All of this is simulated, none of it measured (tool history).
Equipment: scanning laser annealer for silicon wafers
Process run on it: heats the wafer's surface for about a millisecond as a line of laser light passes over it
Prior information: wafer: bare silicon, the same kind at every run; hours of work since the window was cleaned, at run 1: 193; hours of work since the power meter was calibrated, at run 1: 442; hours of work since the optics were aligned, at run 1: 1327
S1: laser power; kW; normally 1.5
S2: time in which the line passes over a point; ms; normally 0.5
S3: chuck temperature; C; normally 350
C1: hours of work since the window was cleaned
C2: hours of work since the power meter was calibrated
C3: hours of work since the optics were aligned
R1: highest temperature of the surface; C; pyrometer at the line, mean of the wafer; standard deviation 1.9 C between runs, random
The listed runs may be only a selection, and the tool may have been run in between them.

run 1 hour=0 | S1=1.5 S2=0.5 S3=350 | C1=193 C2=442 C3=1327 | R1=1131
run 2 hour=13.3 | S1=1.5 S2=0.5 S3=350 | C1=203 C2=452 C3=1337 | R1=1125
run 3 hour=31.8 | S1=1.5 S2=0.5 S3=350 | C1=216 C2=466 C3=1350 | R1=1126
run 4 hour=52.1 | S1=1.5 S2=0.5 S3=350 | C1=231 C2=481 C3=1365 | R1=1125
run 5 hour=70.9 | S1=1.481 S2=0.5 S3=350 | C1=245 C2=494 C3=1379 | R1=1121
run 6 hour=90.2 | S1=1.481 S2=0.5 S3=350 | C1=259 C2=509 C3=1393 | R1=1119
run 7 hour=109.1 | S1=1.481 S2=0.5 S3=350 | C1=273 C2=522 C3=1407 | R1=1119
run 8 hour=121.4 | S1=1.481 S2=0.5 S3=350 | C1=282 C2=531 C3=1416 | R1=1121
run 9 hour=134.7 | S1=1.481 S2=0.5 S3=350 | C1=292 C2=541 C3=1426 | R1=1121
run 10 hour=151.2 | S1=1.5 S2=0.5 S3=350 | C1=304 C2=553 C3=1438 | R1=1126
run 11 hour=165.7 | S1=1.5 S2=0.5 S3=390 | C1=314 C2=564 C3=1448 | R1=1169
run 12 hour=178.5 | S1=1.5 S2=0.5 S3=390 | C1=324 C2=573 C3=1458 | R1=1169
run 13 hour=193.6 | S1=1.5 S2=0.5 S3=343 | C1=335 C2=584 C3=1469 | R1=1119
run 14 hour=204.6 | S1=1.5 S2=0.5 S3=350 | C1=343 C2=592 C3=1477 | R1=1127
run 15 hour=222.1 | S1=1.5 S2=0.5 S3=350 | C1=356 C2=605 C3=1490 | R1=1125
run 16 hour=240 | S1=1.333 S2=0.5 S3=350 | C1=369 C2=618 C3=1503 | R1=1050
run 17 hour=256.9 | S1=1.5 S2=0.5 S3=350 | C1=381 C2=631 C3=1515 | R1=1126
-- hour=281.2 optics aligned, line set to its width
run 18 hour=282 | S1=1.5 S2=0.5 S3=350 | C1=396 C2=645 C3=1 | R1=1128
run 19 hour=293.7 | S1=1.42 S2=0.5 S3=350 | C1=405 C2=654 C3=9 | R1=1090
run 20 hour=309.1 | S1=1.42 S2=0.5 S3=350 | C1=416 C2=665 C3=21 | R1=1088
run 21 hour=325.9 | S1=1.42 S2=0.5 S3=350 | C1=428 C2=678 C3=33 | R1=1091
run 22 hour=346.3 | S1=1.518 S2=0.5 S3=384 | C1=443 C2=693 C3=48 | R1=1171
run 23 hour=358.6 | S1=1.518 S2=0.4 S3=384 | C1=452 C2=702 C3=57 | R1=1082
run 24 hour=376.7 | S1=1.499 S2=0.386 S3=387 | C1=466 C2=715 C3=70 | R1=1063
run 25 hour=391.6 | S1=1.431 S2=0.506 S3=367 | C1=476 C2=726 C3=81 | R1=1116
run 26 hour=410.3 | S1=1.431 S2=0.506 S3=367 | C1=490 C2=740 C3=95 | R1=1120
run 27 hour=419.5 | S1=1.5 S2=0.385 S3=377 | C1=497 C2=746 C3=101 | R1=1053
run 28 hour=434.5 | S1=1.5 S2=0.417 S3=390 | C1=508 C2=757 C3=112 | R1=1093
run 29 hour=443.5 | S1=1.5 S2=0.417 S3=390 | C1=514 C2=764 C3=119 | R1=1099
run 30 hour=453.8 | S1=1.5 S2=0.417 S3=390 | C1=522 C2=771 C3=127 | R1=1097
run 31 hour=474.8 | S1=1.5 S2=0.562 S3=390 | C1=537 C2=787 C3=142 | R1=1219
run 32 hour=492.7 | S1=1.5 S2=0.448 S3=350 | C1=551 C2=800 C3=155 | R1=1084
run 33 hour=508.9 | S1=1.278 S2=0.5 S3=339 | C1=562 C2=812 C3=167 | R1=1014
run 34 hour=524.7 | S1=1.278 S2=0.5 S3=339 | C1=574 C2=823 C3=179 | R1=1014
run 35 hour=535 | S1=1.349 S2=0.508 S3=330 | C1=582 C2=831 C3=186 | R1=1043
run 36 hour=554.4 | S1=1.349 S2=0.407 S3=330 | C1=596 C2=845 C3=200 | R1=962
run 37 hour=563.9 | S1=1.349 S2=0.407 S3=330 | C1=603 C2=852 C3=207 | R1=962
run 38 hour=583.4 | S1=1.639 S2=0.369 S3=376 | C1=617 C2=866 C3=222 | R1=1092
run 39 hour=601.6 | S1=1.649 S2=0.481 S3=353 | C1=630 C2=880 C3=235 | R1=1181
run 40 hour=617 | S1=1.5 S2=0.419 S3=350 | C1=642 C2=891 C3=246 | R1=1060
run 41 hour=632.7 | S1=1.398 S2=0.608 S3=350 | C1=653 C2=903 C3=258 | R1=1162
run 42 hour=649.3 | S1=1.398 S2=0.608 S3=350 | C1=665 C2=915 C3=270 | R1=1160

What if the next run were any one of these 3? Each begins from the tool's condition after run 42:
run A hour=658.6 | S1=1.504 S2=0.5 S3=373 | C1=672 C2=922 C3=277 | R1=?
run B hour=658.6 | S1=1.398 S2=0.608 S3=321 | C1=672 C2=922 C3=277 | R1=?
run C hour=658.6 | S1=1.603 S2=0.515 S3=316 | C1=672 C2=922 C3=277 | R1=?

run=A R1=1154
run=B R1=1133
run=C R1=1156
Stripped of hidden state, with their random variation kept, the same runs would have yielded:
run=A R1=1155
run=B R1=1134
run=C R1=1157
